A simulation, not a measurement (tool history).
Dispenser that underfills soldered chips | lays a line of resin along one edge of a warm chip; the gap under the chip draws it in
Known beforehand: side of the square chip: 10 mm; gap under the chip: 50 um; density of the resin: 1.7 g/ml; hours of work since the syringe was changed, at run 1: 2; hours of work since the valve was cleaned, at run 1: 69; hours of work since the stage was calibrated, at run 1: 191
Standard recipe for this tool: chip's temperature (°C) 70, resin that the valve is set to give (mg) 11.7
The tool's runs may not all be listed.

| run | hour | chip's temperature (°C) | resin that the valve is set to give (mg) | hours of work since the syringe was changed | hours of work since the valve was cleaned | hours of work since the stage was calibrated | time until the resin shows at the far edge (s) | resin that the valve gave (mg) |
|---|---|---|---|---|---|---|---|---|
| 1 | 0.0 | 70 | 11.7 | 2 | 69 | 191 | 67.6 | 11.15 |
| 2 | 2.8 | 70 | 11.7 | 4 | 71 | 193 | 75.7 | 11.03 |
| 3 | 9.3 | 70 | 11.7 | 9 | 76 | 197 | 95.3 | 10.98 |
|  | 12.8 | new syringe of resin |
| 4 | 14.6 | 70 | 11.7 | 1 | 79 | 201 | 67.4 | 10.98 |
| 5 | 19.3 | 71 | 11.7 | 5 | 83 | 204 | 78.2 | 11.12 |
| 6 | 25.1 | 71 | 11.7 | 9 | 87 | 209 | 97.7 | 10.97 |
|  | 28.0 | new syringe of resin |
| 7 | 30.5 | 71 | 11.7 | 2 | 91 | 212 | 66.4 | 10.96 |
| 8 | 35.8 | 71 | 11.7 | 6 | 94 | 216 | 80.3 | 10.88 |
| 9 | 41.2 | 70 | 11.7 | 10 | 98 | 220 | 102.0 | 10.92 |
|  | 43.4 | new syringe of resin |
| 10 | 45.2 | 70 | 11.7 | 1 | 101 | 223 | 67.5 | 10.93 |
| 11 | 50.4 | 72 | 11.7 | 5 | 105 | 227 | 79.1 | 10.87 |
| 12 | 56.8 | 70 | 11.7 | 10 | 110 | 231 | 104.7 | 10.93 |
|  | 59.0 | new syringe of resin |
| 13 | 62.5 | 70 | 11.7 | 3 | 114 | 235 | 71.1 | 10.79 |
| 14 | 68.9 | 70 | 11.8 | 7 | 118 | 240 | 91.2 | 10.84 |
| 15 | 72.9 | 70 | 11.9 | 10 | 121 | 243 | 105.5 | 10.88 |
|  | 74.1 | new syringe of resin |
| 16 | 79.4 | 70 | 11.7 | 4 | 126 | 247 | 76.2 | 10.67 |
|  | 83.7 | dispensing valve cleaned and set on the balance |
| 17 | 86.9 | 70 | 11.9 | 9 | 2 | 252 | 94.2 | 11.83 |
|  | 90.2 | new syringe of resin |
| 18 | 92.5 | 70 | 11.9 | 2 | 6 | 256 | 67.7 | 11.73 |
| 19 | 96.5 | 70 | 11.9 | 5 | 9 | 259 | 78.6 | 11.73 |
| 20 | 99.9 | 69 | 13.6 | 7 | 12 | 261 | 88.8 | 13.52 |
|  | 105.3 | new syringe of resin |
| 21 | 106.8 | 69 | 13.6 | 1 | 16 | 266 | 66.3 | 13.28 |
| 22 | 111.3 | 85 | 15.1 | 4 | 20 | 269 | 48.7 | 14.84 |
| 23 | 116.9 | 84 | 11.8 | 8 | 24 | 274 | 63.0 | 11.58 |
| 24 | 119.8 | 70 | 11.3 | 11 | 26 | 276 | 106.7 | 10.92 |
|  | 120.5 | new syringe of resin |
| 25 | 125.5 | 70 | 11.3 | 4 | 30 | 280 | 76.5 | 11.11 |
| 26 | 129.0 | 66 | 11.3 | 6 | 32 | 282 | 98.4 | 10.99 |
|  | 135.6 | new syringe of resin |
| 27 | 136.0 | 66 | 11.3 | 0 | 37 | 287 | 69.4 | 11.04 |
| 28 | 138.8 | 70 | 12.3 | 2 | 39 | 289 | 68.3 | 11.97 |
| 29 | 143.1 | 80 | 11.7 | 5 | 42 | 292 | 60.4 | 11.39 |
| 30 | 147.8 | 83 | 12.7 | 9 | 46 | 296 | 62.5 | 12.25 |
|  | 150.7 | new syringe of resin |
| 31 | 153.4 | 83 | 12.7 | 2 | 50 | 299 | 45.1 | 12.28 |
| 32 | 156.4 | 67 | 12.7 | 4 | 52 | 302 | 80.4 | 12.23 |
| 33 | 163.0 | 57 | 14.7 | 9 | 57 | 307 | 139.8 | 14.20 |
|  | 166.0 | new syringe of resin |
| 34 | 168.2 | 57 | 14.7 | 2 | 60 | 310 | 97.0 | 13.90 |
| 35 | 174.1 | 56 | 14.4 | 6 | 65 | 314 | 126.1 | 13.74 |
| 36 | 178.8 | 58 | 15.0 | 9 | 68 | 318 | 138.9 | 14.27 |

Hidden condition of the tool, last listed run before each entry between runs versus first listed run after:
Runs 3 to 4: new syringe of resin (hour 12.8)
  resin's viscosity, % of fresh resin's: 152.2 -> 108.1; dose that the valve gives, % of what is set: 94.81 -> 94.56; true chip temperature over the reading, C: 1.32 -> 1.34
  difference, measured minus the result without the unlogged condition, time until the resin shows at the far edge (s): +31.1 -> +3.4; resin that the valve gave (mg): -0.61 -> -0.64
Runs 6 to 7: new syringe of resin (hour 28.0)
  resin's viscosity, % of fresh resin's: 159.1 -> 109.5; dose that the valve gives, % of what is set: 94.03 -> 93.78; true chip temperature over the reading, C: 1.38 -> 1.41
  difference, measured minus the result without the unlogged condition, time until the resin shows at the far edge (s): +34.8 -> +4.2; resin that the valve gave (mg): -0.70 -> -0.73
Runs 9 to 10: new syringe of resin (hour 43.4)
  resin's viscosity, % of fresh resin's: 162.8 -> 108.5; dose that the valve gives, % of what is set: 93.26 -> 93.08; true chip temperature over the reading, C: 1.45 -> 1.47
  difference, measured minus the result without the unlogged condition, time until the resin shows at the far edge (s): +37.7 -> +3.7; resin that the valve gave (mg): -0.79 -> -0.81
Runs 12 to 13: new syringe of resin (hour 59.0)
  resin's viscosity, % of fresh resin's: 166.6 -> 112.4; dose that the valve gives, % of what is set: 92.51 -> 92.26; true chip temperature over the reading, C: 1.52 -> 1.54
  difference, measured minus the result without the unlogged condition, time until the resin shows at the far edge (s): +40.3 -> +6.2; resin that the valve gave (mg): -0.88 -> -0.91
Runs 15 to 16: new syringe of resin (hour 74.1)
  resin's viscosity, % of fresh resin's: 165.2 -> 119.9; dose that the valve gives, % of what is set: 91.76 -> 91.43; true chip temperature over the reading, C: 1.58 -> 1.61
  difference, measured minus the result without the unlogged condition, time until the resin shows at the far edge (s): +40.0 -> +11.1; resin that the valve gave (mg): -0.98 -> -1.00
Runs 16 to 17: dispensing valve cleaned and set on the balance (hour 83.7)
  resin's viscosity, % of fresh resin's: 119.9 -> 152.6; dose that the valve gives, % of what is set: 91.43 -> 99.57; true chip temperature over the reading, C: 1.61 -> 1.63
  difference, measured minus the result without the unlogged condition, time until the resin shows at the far edge (s): +11.1 -> +29.5; resin that the valve gave (mg): -1.00 -> -0.05
Runs 17 to 18: new syringe of resin (hour 90.2)
  resin's viscosity, % of fresh resin's: 152.6 -> 109.4; dose that the valve gives, % of what is set: 99.57 -> 99.29; true chip temperature over the reading, C: 1.63 -> 1.66
  difference, measured minus the result without the unlogged condition, time until the resin shows at the far edge (s): +29.5 -> +2.8; resin that the valve gave (mg): -0.05 -> -0.09
Runs 20 to 21: new syringe of resin (hour 105.3)
  resin's viscosity, % of fresh resin's: 144.2 -> 106.8; dose that the valve gives, % of what is set: 98.94 -> 98.6; true chip temperature over the reading, C: 1.69 -> 1.72
  difference, measured minus the result without the unlogged condition, time until the resin shows at the far edge (s): +24.0 -> +0.9; resin that the valve gave (mg): -0.14 -> -0.19
Runs 24 to 25: new syringe of resin (hour 120.5)
  resin's viscosity, % of fresh resin's: 172.4 -> 121.1; dose that the valve gives, % of what is set: 97.94 -> 97.69; true chip temperature over the reading, C: 1.78 -> 1.8
  difference, measured minus the result without the unlogged condition, time until the resin shows at the far edge (s): +41.7 -> +10.2; resin that the valve gave (mg): -0.24 -> -0.26
Runs 26 to 27: new syringe of resin (hour 135.6)
  resin's viscosity, % of fresh resin's: 137.8 -> 100; dose that the valve gives, % of what is set: 97.52 -> 97.18; true chip temperature over the reading, C: 1.81 -> 1.84
  difference, measured minus the result without the unlogged condition, time until the resin shows at the far edge (s): +23.4 -> -3.6; resin that the valve gave (mg): -0.28 -> -0.32
Runs 30 to 31: new syringe of resin (hour 150.7)
  resin's viscosity, % of fresh resin's: 154.9 -> 109.7; dose that the valve gives, % of what is set: 96.61 -> 96.35; true chip temperature over the reading, C: 1.89 -> 1.91
  difference, measured minus the result without the unlogged condition, time until the resin shows at the far edge (s): +20.3 -> +2.0; resin that the valve gave (mg): -0.43 -> -0.47
Runs 33 to 34: new syringe of resin (hour 166.0)
  resin's viscosity, % of fresh resin's: 156.7 -> 108.4; dose that the valve gives, % of what is set: 95.89 -> 95.62; true chip temperature over the reading, C: 1.95 -> 1.97
  difference, measured minus the result without the unlogged condition, time until the resin shows at the far edge (s): +45.0 -> +1.7; resin that the valve gave (mg): -0.61 -> -0.64

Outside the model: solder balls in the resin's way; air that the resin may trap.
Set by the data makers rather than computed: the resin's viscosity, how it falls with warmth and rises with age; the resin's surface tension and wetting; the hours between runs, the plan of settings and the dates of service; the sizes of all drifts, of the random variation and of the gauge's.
